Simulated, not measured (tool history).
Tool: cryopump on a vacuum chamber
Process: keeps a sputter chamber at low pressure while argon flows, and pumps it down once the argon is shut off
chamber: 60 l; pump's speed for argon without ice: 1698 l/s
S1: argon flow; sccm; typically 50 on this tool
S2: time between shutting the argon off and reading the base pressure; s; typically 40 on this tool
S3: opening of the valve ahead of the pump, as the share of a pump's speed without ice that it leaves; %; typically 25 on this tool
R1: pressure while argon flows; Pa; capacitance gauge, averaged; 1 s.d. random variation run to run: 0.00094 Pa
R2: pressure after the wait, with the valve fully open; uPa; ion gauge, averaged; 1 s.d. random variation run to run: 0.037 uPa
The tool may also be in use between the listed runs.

run,hour,S1,S2,S3,R1,R2
1,0.0,50,40,25,0.2118,3.05
2,43.8,50,40,25,0.2122,3.10
3,81.9,50,102,25,0.2125,2.07
4,100.5,50,102,25,0.2135,2.09
5,142.8,50,102,25,0.2149,2.12
6,169.9,50,102,25,0.2171,2.18
7,192.0,50,102,25,0.2182,2.19
8,228.1,50,102,25,0.2190,2.20
9,260.6,50,102,25,0.2216,2.20
10,279.9,50,22,25,0.2198,5.06
11,303.8,50,22,25,0.2227,5.12
# hour 333.0: pump warmed up, emptied and cooled again
12,339.0,50,74,25,0.1996,2.10
13,362.8,50,74,25,0.2002,2.15
14,388.2,45,74,25,0.1799,2.22
15,428.8,50,40,25,0.2017,3.15
16,455.6,50,40,25,0.2033,3.05
17,480.7,50,40,25,0.2046,3.19
18,515.0,30,35,25,0.1216,3.37
19,551.7,95,35,25,0.3882,3.46
20,583.9,53,157,28,0.1977,1.84
21,621.7,28,38,25,0.1161,3.35
22,665.0,26,138,36,0.0767,2.01
23,698.8,26,138,36,0.0768,1.95
24,730.3,26,138,36,0.0764,2.01
25,754.5,26,74,50,0.0589,2.50
26,796.1,26,74,50,0.0582,2.59

Run 27, settings as shown, results not yet in. Your forecast:
27,831.9,50,40,50,?,?

R1: 0.1132 Pa
R2: 3.53 uPa
On a tool with no hidden condition, and with the same random variation, this run would have come out at R1 0.0998 Pa, R2 2.07 uPa.
